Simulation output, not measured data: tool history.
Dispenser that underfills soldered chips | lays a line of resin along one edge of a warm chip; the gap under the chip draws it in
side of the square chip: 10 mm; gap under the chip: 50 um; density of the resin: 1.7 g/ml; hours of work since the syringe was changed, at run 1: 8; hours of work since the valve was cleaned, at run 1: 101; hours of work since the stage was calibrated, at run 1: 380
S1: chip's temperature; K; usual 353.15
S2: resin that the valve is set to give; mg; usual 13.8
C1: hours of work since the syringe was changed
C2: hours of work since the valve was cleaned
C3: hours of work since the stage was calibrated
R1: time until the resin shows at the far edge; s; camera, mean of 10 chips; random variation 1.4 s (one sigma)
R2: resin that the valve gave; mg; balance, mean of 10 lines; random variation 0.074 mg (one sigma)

| run | hour | S1 | S2 | C1 | C2 | C3 | R1 | R2 |
|---|---|---|---|---|---|---|---|---|
| 1 | 0.0 | 353.15 | 13.8 | 8 | 101 | 380 | 224.4 | 12.42 |
|  | 4.2 | new syringe of resin |
| 2 | 11.4 | 353.15 | 13.8 | 5 | 108 | 388 | 196.2 | 12.23 |
| 3 | 19.0 | 353.15 | 13.8 | 10 | 114 | 393 | 249.6 | 12.34 |
|  | 20.0 | new syringe of resin |
| 4 | 28.9 | 353.15 | 13.8 | 6 | 121 | 400 | 212.3 | 12.08 |
|  | 35.6 | new syringe of resin |
| 5 | 36.4 | 353.15 | 13.8 | 1 | 126 | 405 | 160.3 | 12.04 |
| 6 | 46.6 | 353.15 | 13.8 | 8 | 133 | 412 | 223.8 | 11.97 |
|  | 52.1 | new syringe of resin |
| 7 | 59.4 | 353.15 | 13.8 | 5 | 142 | 421 | 196.7 | 11.72 |
|  | 66.6 | dispensing valve cleaned and set on the balance |
|  | 68.4 | new syringe of resin |
| 8 | 75.4 | 346.15 | 13.8 | 5 | 6 | 431 | 261.0 | 13.66 |
| 9 | 82.2 | 346.15 | 17.5 | 10 | 11 | 436 | 321.1 | 17.22 |
|  | 83.9 | new syringe of resin |
| 10 | 96.7 | 346.15 | 17.5 | 9 | 21 | 446 | 309.4 | 17.09 |
|  | 100.1 | new syringe of resin |
|  | 109.0 | stage's temperature calibrated |
| 11 | 112.8 | 356.15 | 12.8 | 8 | 31 | 3 | 191.2 | 12.40 |
|  | 117.3 | new syringe of resin |
| 12 | 125.6 | 347.15 | 16.2 | 6 | 40 | 12 | 231.7 | 15.51 |
|  | 133.4 | new syringe of resin |
| 13 | 133.9 | 345.15 | 16.0 | 0 | 46 | 17 | 203.4 | 15.32 |
| 14 | 143.8 | 353.15 | 15.6 | 7 | 53 | 24 | 202.3 | 14.72 |
|  | 149.3 | new syringe of resin |
| 15 | 151.0 | 366.15 | 13.8 | 1 | 57 | 29 | 90.0 | 13.08 |
|  | 164.9 | new syringe of resin |
| 16 | 167.3 | 357.15 | 13.8 | 2 | 69 | 40 | 130.9 | 12.84 |
| 17 | 174.5 | 356.15 | 14.2 | 7 | 74 | 45 | 172.2 | 13.20 |
|  | 180.7 | new syringe of resin |
| 18 | 182.0 | 366.15 | 13.3 | 1 | 79 | 50 | 93.3 | 12.21 |
| 19 | 190.1 | 346.15 | 15.9 | 7 | 85 | 56 | 265.3 | 14.53 |
|  | 196.4 | new syringe of resin |
| 20 | 205.5 | 354.15 | 14.8 | 6 | 95 | 67 | 187.5 | 13.46 |

5 ways to go on from here, each from the tool as it stands after run 20. What would each give?
|  | 211.8 | new syringe of resin |
| A | 217.1 | 353.15 | 13.8 | 4 | 103 | 75 | ? | ? |
|  | 211.8 | new syringe of resin |
| B | 217.1 | 338.15 | 12.5 | 4 | 103 | 75 | ? | ? |
|  | 211.8 | new syringe of resin |
| C | 217.1 | 346.15 | 14.7 | 4 | 103 | 75 | ? | ? |
|  | 211.8 | new syringe of resin |
| D | 217.1 | 342.15 | 13.5 | 4 | 103 | 75 | ? | ? |
|  | 211.8 | new syringe of resin |
| E | 217.1 | 347.15 | 14.8 | 4 | 103 | 75 | ? | ? |

| run | R1 | R2 |
|---|---|---|
| A | 174.5 | 12.36 |
| B | 336.1 | 11.25 |
| C | 226.0 | 13.37 |
| D | 282.1 | 12.15 |
| E | 221.8 | 13.30 |
Without the tool's hidden state the same runs would have given:
| run | R1 | R2 |
|---|---|---|
| A | 141.7 | 13.76 |
| B | 270.0 | 12.51 |
| C | 184.1 | 14.86 |
| D | 228.3 | 13.51 |
| E | 180.8 | 14.80 |

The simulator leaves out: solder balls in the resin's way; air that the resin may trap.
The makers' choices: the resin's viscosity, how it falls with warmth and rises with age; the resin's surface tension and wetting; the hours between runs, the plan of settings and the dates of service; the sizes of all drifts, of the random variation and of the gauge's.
